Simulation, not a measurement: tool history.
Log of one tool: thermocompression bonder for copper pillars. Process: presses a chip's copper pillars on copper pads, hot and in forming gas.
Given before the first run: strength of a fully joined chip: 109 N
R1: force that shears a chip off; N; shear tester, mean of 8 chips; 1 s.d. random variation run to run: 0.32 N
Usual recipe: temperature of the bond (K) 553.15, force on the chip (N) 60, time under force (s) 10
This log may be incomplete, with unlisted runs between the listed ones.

{"run": 1, "hour": 0.0, "temperature of the bond (K)": 553.15, "force on the chip (N)": 60, "time under force (s)": 10, "R1": 48.3}
{"run": 2, "hour": 21.1, "temperature of the bond (K)": 553.15, "force on the chip (N)": 60, "time under force (s)": 10, "R1": 48.4}
{"run": 3, "hour": 39.3, "temperature of the bond (K)": 553.15, "force on the chip (N)": 60, "time under force (s)": 27, "R1": 67.5}
{"run": 4, "hour": 61.4, "temperature of the bond (K)": 577.15, "force on the chip (N)": 60, "time under force (s)": 10, "R1": 61.8}
{"run": 5, "hour": 83.7, "temperature of the bond (K)": 553.15, "force on the chip (N)": 48, "time under force (s)": 10, "R1": 39.5}
{"run": 6, "hour": 104.3, "temperature of the bond (K)": 553.15, "force on the chip (N)": 48, "time under force (s)": 10, "R1": 39.6}
{"run": 7, "hour": 115.3, "temperature of the bond (K)": 552.15, "force on the chip (N)": 47, "time under force (s)": 10, "R1": 37.9}
{"run": 8, "hour": 128.9, "temperature of the bond (K)": 552.15, "force on the chip (N)": 47, "time under force (s)": 10, "R1": 38.2}

Forecast run 9:
{"run": 9, "hour": 150.2, "temperature of the bond (K)": 552.15, "force on the chip (N)": 47, "time under force (s)": 10, "R1": "?"}

R1: 37.9 N
Without the tool's hidden state the same run would have given R1 38 N.

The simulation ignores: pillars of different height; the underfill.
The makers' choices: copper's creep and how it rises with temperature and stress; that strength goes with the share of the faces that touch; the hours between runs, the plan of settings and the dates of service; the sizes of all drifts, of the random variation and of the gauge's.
